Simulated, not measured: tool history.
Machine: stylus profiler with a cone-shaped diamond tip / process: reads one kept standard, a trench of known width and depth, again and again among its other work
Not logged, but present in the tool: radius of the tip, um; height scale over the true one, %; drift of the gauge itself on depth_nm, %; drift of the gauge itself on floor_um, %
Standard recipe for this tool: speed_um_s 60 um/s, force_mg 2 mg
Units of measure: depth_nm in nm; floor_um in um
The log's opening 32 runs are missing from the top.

run   hour  speed_um_s  force_mg  scans with this tip  hours of work since the height scale was calibrated  depth_nm  floor_um
 33  652.9         125      0.67                 8538                                                  842   1008.96     25.27
 34  668.8         125      0.67                 8652                                                  853   1008.23     25.26
 35  696.8         125      0.67                 8853                                                  873    1008.7      25.2
 36    713          78      3.36                 8969                                                  885   1019.54     25.93
 37  731.2         117      4.59                 9100                                                  897   1023.32      25.8
 38  758.6          39      2.93                 9296                                                  917    1018.5     25.99
 39  788.3          23      4.51                 9509                                                  938   1023.22     26.08
 40  807.1          60       2.4                 9644                                                  951   1016.46     25.88
 41  836.8          46       0.9                 9857                                                  972   1009.79     25.79
 42  857.8          46       0.9                10008                                                  987   1010.38     25.79
 43  884.6          59      1.28                10200                                                 1006   1012.09     25.74

What will run 44 give?
 44   913         225      4.46                10403                                                 1026         ?         ?

depth_nm: 1023.44 nm
floor_um: 25.42 um
On a tool with no hidden condition, and with the same random variation, this run would have come out at depth_nm 1019.77 nm, floor_um 25.89 um.
